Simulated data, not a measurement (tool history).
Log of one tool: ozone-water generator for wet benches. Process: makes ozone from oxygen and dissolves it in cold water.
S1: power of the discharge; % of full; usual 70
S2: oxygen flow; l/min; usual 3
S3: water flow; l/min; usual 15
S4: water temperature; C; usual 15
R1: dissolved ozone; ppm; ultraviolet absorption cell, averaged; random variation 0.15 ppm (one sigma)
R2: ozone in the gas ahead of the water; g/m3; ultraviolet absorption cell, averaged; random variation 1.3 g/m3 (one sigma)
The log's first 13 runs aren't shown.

run    hour  S1    S2  S3  S4    R1     R2
 14  1428.2  70     3  19  15  12.9  233.4
 15  1506.4  70     3  19  15  13.2  233.6
 16  1616.1  66     3  15  15  15.1  219.9
 17  1721.3  66     3  16  15  14.1  220.9
 18  1819.9  70  4.76  22  15  11.3  178.9
 19  1930.2  94  3.96  15  15  20.6  253.8
 20    2055  51  1.89  18  12   9.7  229.7
 21    2138  70  2.39  15   8  16.4  263.6
     2150.8  -- contactor cleaned
 22  2269.4  70  2.32  10  15  20.4  270.2
 23    2371  71  4.97  13  15  16.2  173.2
 24  2473.2  71  4.97  13  15  16.3  173.9
 25  2541.7  71  1.82  13   8  16.8  309.5
     2557.7  -- water thermometer calibrated
 26  2667.7  70  1.58  16  21    12  330.2
 27  2735.7  58   2.5  15   8  13.1  216.9
 28    2827  43  3.27  20   7   8.1  144.6
 29  2930.1  53  2.05  13  19  12.1    226
       2944  -- contactor cleaned, once more
 30  3048.2  70   3.5  19  15  13.6  208.9

3 ways to go on from here, each from the tool as it stands after run 30. What would each give?
  A  3152.3  70     3  21  15   ?   ?
  B  3152.3  70   3.5  11  15   ?   ?
  C  3152.3  51  2.56  19  15   ?   ?

run    R1     R2
  A  12.3  228.6
  B  20.9  208.2
  C    10  191.4
Without the tool's hidden state the same runs would have given:
run    R1     R2
  A  13.4  248.1
  B  22.9  225.9
  C  10.7  203.1
